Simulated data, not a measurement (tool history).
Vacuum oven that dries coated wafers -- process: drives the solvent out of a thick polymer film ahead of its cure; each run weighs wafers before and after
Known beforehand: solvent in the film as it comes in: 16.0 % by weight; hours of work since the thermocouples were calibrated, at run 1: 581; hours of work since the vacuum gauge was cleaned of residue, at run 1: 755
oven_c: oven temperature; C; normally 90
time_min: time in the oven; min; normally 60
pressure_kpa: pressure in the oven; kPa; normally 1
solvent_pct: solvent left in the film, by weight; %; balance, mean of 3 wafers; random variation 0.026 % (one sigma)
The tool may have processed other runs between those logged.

run    hour  oven_c  time_min  pressure_kpa  hours of work since the thermocouples were calibrated  hours of work since the vacuum gauge was cleaned of residue  solvent_pct
  1       0      90        60             1                                                    581                                                          755         3.82
  2    31.5      90        60          1.44                                                    599                                                          774         3.91
  3    59.6      90        60          1.44                                                    615                                                          790         3.92
  4    87.8      90        60          1.44                                                    632                                                          806         3.96
  5   104.1      90        60             1                                                    641                                                          815         3.84
  6   132.1      90        60             1                                                    657                                                          831         3.86
  7   172.3      90        60             1                                                    680                                                          854         3.83
  8   205.6      90        60             1                                                    699                                                          873         3.77
  9   229.8      90        91             1                                                    713                                                          887         2.07
 10   257.2      90        91             1                                                    729                                                          903         2.11
 11   294.3      86        91             1                                                    750                                                          924         3.07
 12   313.2      90        60             1                                                    761                                                          935         3.84
 13   347.3      90        60             1                                                    780                                                          955         3.81
 14   364.8      90        60             1                                                    790                                                          965         3.82
 15   393.2      90        60             1                                                    807                                                          981         3.76
 16   424.5      90        60             1                                                    825                                                          999         3.82
 17   459.9      90        60             1                                                    845                                                         1019         3.79
 18   479.8      90        60          0.93                                                    856                                                         1031         3.79
 19     505      90        60          1.09                                                    871                                                         1045         3.81
 20   540.7      90        60          1.09                                                    891                                                         1066         3.81
 21   577.8      90        60          1.09                                                    913                                                         1087         3.82
 22   597.1      90        60          1.09                                                    924                                                         1098         3.85
 23   627.3      90        59             1                                                    941                                                         1115         3.92
 24   650.9      96        54          3.58                                                    955                                                         1129         3.21
 25   685.6      96        54          3.58                                                    974                                                         1149          3.2
 26   715.8      95        37          3.36                                                    992                                                         1166         5.07
      724.6  -- oven's thermocouples calibrated
 27   739.5      88        46          0.95                                                      9                                                         1179          5.6
 28   767.2      88        46          0.95                                                     24                                                         1194         5.63
 29   790.5      85        64             1                                                     38                                                         1208         4.89
 30   817.7      85        64             1                                                     53                                                         1223         4.87
 31     839      94        74          3.97                                                     66                                                         1236         2.65
 32   871.3      85        98           0.7                                                     84                                                         1254         2.98
 33   902.4      97        99          2.14                                                    102                                                         1272         0.97
 34   919.9      81        99          2.14                                                    112                                                         1282         4.38
 35   942.9      81        99          2.14                                                    125                                                         1295         4.37
 36   969.9      90        41          1.48                                                    141                                                         1311         5.68
 37  1002.6     102        61          0.79                                                    159                                                         1329         1.14
 38  1027.9      88        71          1.02                                                    174                                                         1344         3.64
 39  1044.2      76        46          3.85                                                    183                                                         1353         9.26
 40  1083.6     102        31             1                                                    206                                                         1376          3.7
 41  1123.1      94        31             1                                                    229                                                         1399         5.74
 42  1154.1      86        60          2.76                                                    246                                                         1416         5.28
 43    1173      86        60          2.76                                                    257                                                         1427         5.31
 44  1191.4      90        90          1.33                                                    268                                                         1438         2.24
 45  1224.7      87        53          3.59                                                    287                                                         1457         5.78
 46  1260.3      87        53          3.59                                                    307                                                         1477         5.82

Across each entry between runs, compare the hidden state at the last listed run before it with the hidden state at the first listed run after it:
After run 26, before run 27: oven's thermocouples calibrated (hour 724.6)
  true wafer temperature over the reading, C: 0.06 -> 0.04; true pressure over the reading, kPa: 0.025 -> 0.026
